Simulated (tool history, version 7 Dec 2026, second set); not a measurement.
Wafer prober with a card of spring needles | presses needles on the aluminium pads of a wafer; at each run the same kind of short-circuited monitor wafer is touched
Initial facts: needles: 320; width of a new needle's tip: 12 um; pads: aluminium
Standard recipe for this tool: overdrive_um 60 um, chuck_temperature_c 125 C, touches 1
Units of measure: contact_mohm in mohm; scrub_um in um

run 1 day=0 | overdrive_um=60 chuck_temperature_c=125 touches=1 | contact_mohm=254 scrub_um=10.56
-- day=1.196 tips cleaned on abrasive film
run 2 day=1.671 | overdrive_um=60 chuck_temperature_c=125 touches=1 | contact_mohm=255 scrub_um=10.58
-- day=2.929 tips cleaned on abrasive film
run 3 day=4.133 | overdrive_um=60 chuck_temperature_c=125 touches=1 | contact_mohm=264 scrub_um=10.54
-- day=4.633 tips cleaned on abrasive film
run 4 day=5.762 | overdrive_um=60 chuck_temperature_c=125 touches=1 | contact_mohm=262 scrub_um=10.56
-- day=6.371 tips cleaned on abrasive film
run 5 day=7.446 | overdrive_um=60 chuck_temperature_c=125 touches=1 | contact_mohm=268 scrub_um=10.57
-- day=8.138 tips cleaned on abrasive film
-- day=9.904 tips cleaned on abrasive film
run 6 day=9.904 | overdrive_um=60 chuck_temperature_c=125 touches=1 | contact_mohm=242 scrub_um=10.51
-- day=11.654 tips cleaned on abrasive film
run 7 day=12.183 | overdrive_um=60 chuck_temperature_c=125 touches=1 | contact_mohm=256 scrub_um=10.49
-- day=13.371 tips cleaned on abrasive film
run 8 day=13.554 | overdrive_um=49 chuck_temperature_c=125 touches=1 | contact_mohm=251 scrub_um=8.51
run 9 day=14.883 | overdrive_um=60 chuck_temperature_c=125 touches=1 | contact_mohm=263 scrub_um=10.52
-- day=15.083 tips cleaned on abrasive film
-- day=16.804 tips cleaned on abrasive film
-- day=16.817 height of the first contact set anew
run 10 day=17.45 | overdrive_um=60 chuck_temperature_c=125 touches=1 | contact_mohm=255 scrub_um=10.77
-- day=18.675 tips cleaned on abrasive film
run 11 day=18.792 | overdrive_um=60 chuck_temperature_c=125 touches=1 | contact_mohm=249 scrub_um=10.75
-- day=20.533 tips cleaned on abrasive film
run 12 day=21.083 | overdrive_um=60 chuck_temperature_c=125 touches=1 | contact_mohm=256 scrub_um=10.76
-- day=22.304 tips cleaned on abrasive film
run 13 day=23.492 | overdrive_um=60 chuck_temperature_c=125 touches=1 | contact_mohm=262 scrub_um=10.75
-- day=24.071 tips cleaned on abrasive film
run 14 day=25.438 | overdrive_um=60 chuck_temperature_c=125 touches=1 | contact_mohm=263 scrub_um=10.74
-- day=25.783 tips cleaned on abrasive film
run 15 day=27.004 | overdrive_um=60 chuck_temperature_c=125 touches=1 | contact_mohm=260 scrub_um=10.73
-- day=27.617 tips cleaned on abrasive film
-- day=29.383 tips cleaned on abrasive film
run 16 day=29.471 | overdrive_um=60 chuck_temperature_c=125 touches=1 | contact_mohm=245 scrub_um=10.72

For run 17, what comes out?
run 17 day=30.688 | overdrive_um=58 chuck_temperature_c=125 touches=1 | contact_mohm=? scrub_um=?

Run 17 measured contact_mohm 265 mohm, scrub_um 10.38 um.
Without the tool's hidden state the same run would have given contact_mohm 241 mohm, scrub_um 10.43 um.

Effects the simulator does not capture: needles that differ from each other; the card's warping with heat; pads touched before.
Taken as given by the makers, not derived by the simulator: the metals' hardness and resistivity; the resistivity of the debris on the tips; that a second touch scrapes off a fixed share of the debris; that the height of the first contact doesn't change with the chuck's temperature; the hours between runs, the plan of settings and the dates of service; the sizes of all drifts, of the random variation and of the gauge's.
